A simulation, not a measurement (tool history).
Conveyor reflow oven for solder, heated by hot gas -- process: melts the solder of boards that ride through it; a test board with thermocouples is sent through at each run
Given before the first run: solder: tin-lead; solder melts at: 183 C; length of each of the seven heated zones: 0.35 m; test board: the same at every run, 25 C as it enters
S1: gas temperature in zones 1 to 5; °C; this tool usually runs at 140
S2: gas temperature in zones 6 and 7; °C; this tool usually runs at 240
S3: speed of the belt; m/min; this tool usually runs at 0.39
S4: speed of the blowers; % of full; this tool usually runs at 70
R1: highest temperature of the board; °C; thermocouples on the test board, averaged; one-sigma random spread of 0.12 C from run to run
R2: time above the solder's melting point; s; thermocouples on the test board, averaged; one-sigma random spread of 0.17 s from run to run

run   hour   S1   S2     S3  S4     R1     R2
  1      0  140  240   0.39  70  225.3   89.8
  2    6.6  140  240  0.368  70  226.8   97.3
  3   15.9  140  240   0.39  70  225.1   90.2
      24.7  -- flux residue cleaned out of gas plates and filters
  4   33.5  150  240   0.39  70  227.8   97.1
  5   43.1  150  240   0.39  70  227.7   97.7
  6     51  150  240   0.39  70  227.6   97.7
  7   65.6  150  240   0.39  70  227.3   97.4
  8   74.8  150  240   0.39  70  227.7   97.6
  9     85  140  240   0.39  70  226.3     91
 10     98  140  240   0.39  70  226.2   91.1
 11  104.4  140  240  0.365  70  227.9   99.5
 12  118.3  140  240  0.365  70    228   99.2
 13  130.7  140  229   0.39  70  216.2   81.9
 14  143.4  140  229   0.39  70  216.2   81.9
 15  151.1  140  240   0.39  70  225.7   90.9
 16  164.1  140  240   0.39  70  225.8   91.2
 17  174.2  151  249   0.39  70  235.7  103.6
 18  187.5  142  240   0.39  69  225.7   92.2
 19  195.1  142  240   0.39  69  225.9     92
 20  201.4  145  236  0.462  51  211.4   63.2
 21  213.3  145  236  0.462  51  211.4   63.4
 22  223.9  153  250  0.388  79  238.7  107.3
 23  238.2  153  252  0.339  79  243.9  124.7
 24  246.4  140  245  0.353  70  233.2  107.1
 25    256  149  246   0.39  70  232.3    101
 26  270.7  141  240  0.313  75  232.1  121.3
     282.6  -- flux residue cleaned out of gas plates and filters
 27  288.1  141  240  0.313  75  233.4  122.2
 28    302  141  240  0.313  75  233.4  122.2
 29  313.2  141  240  0.313  75  233.2  122.2
 30  321.4  140  242  0.445  70  224.2   78.2

What will run 31 give?
 31  329.3  140  240  0.386  55   ?   ?

Run 31 measured R1 222.9 °C, R2 88.9 s.
Without the tool's hidden state the same run would have given R1 222.4 °C, R2 87.7 s.
